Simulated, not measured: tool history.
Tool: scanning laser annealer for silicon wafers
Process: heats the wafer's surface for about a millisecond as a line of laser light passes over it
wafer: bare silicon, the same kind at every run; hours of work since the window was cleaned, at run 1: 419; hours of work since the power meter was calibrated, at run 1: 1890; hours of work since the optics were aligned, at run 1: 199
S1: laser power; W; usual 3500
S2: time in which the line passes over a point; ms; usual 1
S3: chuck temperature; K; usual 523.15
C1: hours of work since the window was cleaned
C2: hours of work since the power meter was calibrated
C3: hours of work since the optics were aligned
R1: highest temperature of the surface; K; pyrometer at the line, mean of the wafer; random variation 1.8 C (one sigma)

run    hour    S1    S2      S3   C1    C2    C3       R1
  1       0  3500     1  523.15  419  1890   199  1274.15
  2    35.8  3500     1  523.15  441  1913   221  1272.15
  3    92.5  3500     1  523.15  477  1949   257  1273.15
  4   131.5  3500     1  523.15  502  1974   282  1272.15
  5   195.2  3500     1  503.15  542  2014   322  1252.15
  6   262.4  3500     1  503.15  585  2057   365  1251.15
  7   333.9  3500     1  503.15  630  2102   410  1245.15
        386  -- window over the wafer cleaned
  8     387  3320     1  503.15    1  2134   442  1219.15
  9   433.4  3320     1  503.15   30  2164   472  1218.15
 10   483.6  3320     1  503.15   62  2195   504  1219.15
 11   551.1  3320     1  503.15  105  2238   546  1218.15
 12   617.1  3500     1  500.15  146  2280   588  1253.15
 13     674  3500     1  500.15  182  2316   624  1252.15
 14   756.4  3500     1  494.15  235  2368   677  1245.15
 15   831.5  3500     1  494.15  282  2416   724  1243.15
 16   880.4  3500     1  553.15  313  2447   755  1303.15
 17   924.9  3500     1  553.15  341  2475   783  1303.15
 18   974.6  3500     1  523.15  373  2506   815  1273.15
 19  1024.8  3500     1  493.15  405  2538   847  1241.15
 20  1098.8  3783  1.14  539.15  452  2585   893  1400.15
 21  1183.1  3783  1.14  539.15  505  2639   947  1400.15
 22  1223.2  3475  0.79  543.15  530  2664   972  1209.15
 23  1262.9  3437  0.79  494.15  556  2689   997  1148.15
 24  1345.4  3334  0.97  508.15  608  2741  1050  1208.15
 25  1411.3  3615     1  508.15  650  2783  1091  1276.15
     1431.8  -- window over the wafer cleaned
 26  1466.6  3615     1  508.15   22  2817  1125  1290.15
 27  1552.3  3615     1  508.15   76  2871  1179  1291.15
 28  1628.4  3615     1  508.15  125  2919  1228  1289.15
 29  1678.9  3615     1  508.15  157  2951  1260  1287.15
 30  1725.2  3615  1.18  562.15  186  2981  1289  1404.15
 31  1805.6  3222  0.74  514.15  237  3032  1340  1116.15
 32  1868.2  3113  0.98  534.15  276  3071  1380  1198.15
 33  1918.8  3113  0.98  534.15  309  3103  1412  1196.15
 34    1963  3342  1.08  519.15  337  3131  1440  1263.15
 35  2006.8  3342  1.08  519.15  364  3159  1467  1263.15

3 ways to go on from here, each from the tool as it stands after run 35. What would each give?
  A  2070.1  3784  1.12  488.15  404  3199  1508   ?
  B  2070.1  3099     1  523.15  404  3199  1508   ?
  C  2070.1  3037     1  523.15  404  3199  1508   ?

run       R1
  A  1346.15
  B  1182.15
  C  1168.15
Without the tool's hidden state the same runs would have given:
run       R1
  A  1352.15
  B  1186.15
  C  1173.15

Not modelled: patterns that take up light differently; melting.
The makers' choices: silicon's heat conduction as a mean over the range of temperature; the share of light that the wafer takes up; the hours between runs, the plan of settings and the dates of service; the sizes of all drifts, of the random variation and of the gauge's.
